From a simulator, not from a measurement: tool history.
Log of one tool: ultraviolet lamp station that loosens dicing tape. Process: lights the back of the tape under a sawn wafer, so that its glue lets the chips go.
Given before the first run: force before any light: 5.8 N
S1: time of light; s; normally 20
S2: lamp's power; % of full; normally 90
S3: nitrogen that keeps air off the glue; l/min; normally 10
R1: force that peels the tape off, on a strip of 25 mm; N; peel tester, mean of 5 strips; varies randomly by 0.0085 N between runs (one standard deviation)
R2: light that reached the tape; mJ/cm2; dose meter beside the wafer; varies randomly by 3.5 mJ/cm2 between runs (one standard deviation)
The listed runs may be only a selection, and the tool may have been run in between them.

{"run": 1, "hour": 0.0, "S1": 20, "S2": 90, "S3": 10, "R1": 0.407, "R2": 539}
{"run": 2, "hour": 10.4, "S1": 20, "S2": 90, "S3": 10, "R1": 0.401, "R2": 536}
{"run": 3, "hour": 20.7, "S1": 20, "S2": 90, "S3": 10, "R1": 0.428, "R2": 534}
{"run": 4, "hour": 33.4, "S1": 20, "S2": 90, "S3": 14, "R1": 0.348, "R2": 536}
{"run": 5, "hour": 44.2, "S1": 20, "S2": 71, "S3": 10, "R1": 0.682, "R2": 427}
{"run": 6, "hour": 54.0, "S1": 20, "S2": 71, "S3": 10, "R1": 0.654, "R2": 419}
{"run": 7, "hour": 68.0, "S1": 20, "S2": 71, "S3": 10, "R1": 0.719, "R2": 417}
{"run": 8, "hour": 77.7, "S1": 20, "S2": 71, "S3": 10, "R1": 0.697, "R2": 421}
{"run": 9, "hour": 90.9, "S1": 11, "S2": 87, "S3": 8, "R1": 1.454, "R2": 278}

Run 10 has not been measured yet. What should we expect?
{"run": 10, "hour": 100.3, "S1": 11, "S2": 87, "S3": 8, "R1": "?", "R2": "?"}

{"run 10": {"R1": 1.458, "R2": 280}}
If the tool had no hidden condition, the same run with the same run-to-run variation would have returned R1 1.264 N, R2 310 mJ/cm2.
